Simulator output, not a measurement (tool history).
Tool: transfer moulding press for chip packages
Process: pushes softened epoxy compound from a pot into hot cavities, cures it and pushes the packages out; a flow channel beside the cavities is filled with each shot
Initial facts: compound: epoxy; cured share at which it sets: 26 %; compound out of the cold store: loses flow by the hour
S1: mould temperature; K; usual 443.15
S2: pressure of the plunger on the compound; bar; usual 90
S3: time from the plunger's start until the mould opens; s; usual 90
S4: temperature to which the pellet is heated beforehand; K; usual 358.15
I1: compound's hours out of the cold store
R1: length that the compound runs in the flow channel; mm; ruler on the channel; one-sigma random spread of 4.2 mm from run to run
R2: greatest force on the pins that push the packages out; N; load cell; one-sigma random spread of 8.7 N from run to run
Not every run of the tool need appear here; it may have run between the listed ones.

Run 1, hour 0: usual settings; I1 22.8. Result: R1 970 mm, R2 507 N.
At hour 38.6: cavities cleaned with cleaning compound and waxed.
Run 2, hour 56.8: usual settings; I1 34.8. Result: R1 889 mm, R2 527 N.
At hour 88.4: cavities cleaned with cleaning compound and waxed.
Run 3, hour 100.7: usual settings but S3 76 s; I1 42.3. Result: R1 852 mm, R2 604 N.
At hour 106.8: plunger's sealing rings changed.
At hour 138: cavities cleaned with cleaning compound and waxed.
Run 4, hour 157.9: usual settings but S2 78 bar; I1 16.7. Result: R1 942 mm, R2 538 N.
At hour 187.6: cavities cleaned with cleaning compound and waxed.
Run 5, hour 187.6: usual settings but S2 78 bar; I1 14.1. Result: R1 956 mm, R2 377 N.
Run 6, hour 215: usual settings but S2 78 bar, S3 82 s; I1 47.7. Result: R1 778 mm, R2 629 N.
At hour 236.5: cavities cleaned with cleaning compound and waxed.
Run 7, hour 257.4: usual settings but S1 445.15 K; I1 40.9. Result: R1 857 mm, R2 511 N.
At hour 264.7: mould's thermocouples calibrated.
At hour 287.5: cavities cleaned with cleaning compound and waxed.
At hour 311.7: plunger's sealing rings changed.
Run 8, hour 313.1: usual settings but S1 445.15 K; I1 41.1. Result: R1 870 mm, R2 516 N.
At hour 337.7: cavities cleaned with cleaning compound and waxed.
Run 9, hour 369.4: usual settings but S1 445.15 K; I1 20.6. Result: R1 971 mm, R2 588 N.
At hour 387.9: cavities cleaned with cleaning compound and waxed.
Run 10, hour 402.2: usual settings but S1 445.15 K; I1 20.2. Result: R1 966 mm, R2 488 N.
At hour 438.3: cavities cleaned with cleaning compound and waxed.
Run 11, hour 438.5: usual settings but S1 447.15 K, S2 91.6 bar; I1 22.7. Result: R1 953 mm, R2 346 N.

The next listed run, before its measurement:
Run 12, hour 479.1: usual settings but S1 442.15 K; I1 9.4. Result: R1 ?, R2 ?.

{"run 12": {"R1": 1040, "R2": 659}}
Had the tool carried no hidden state, the very same run would have given R1 1079 mm, R2 407 N.
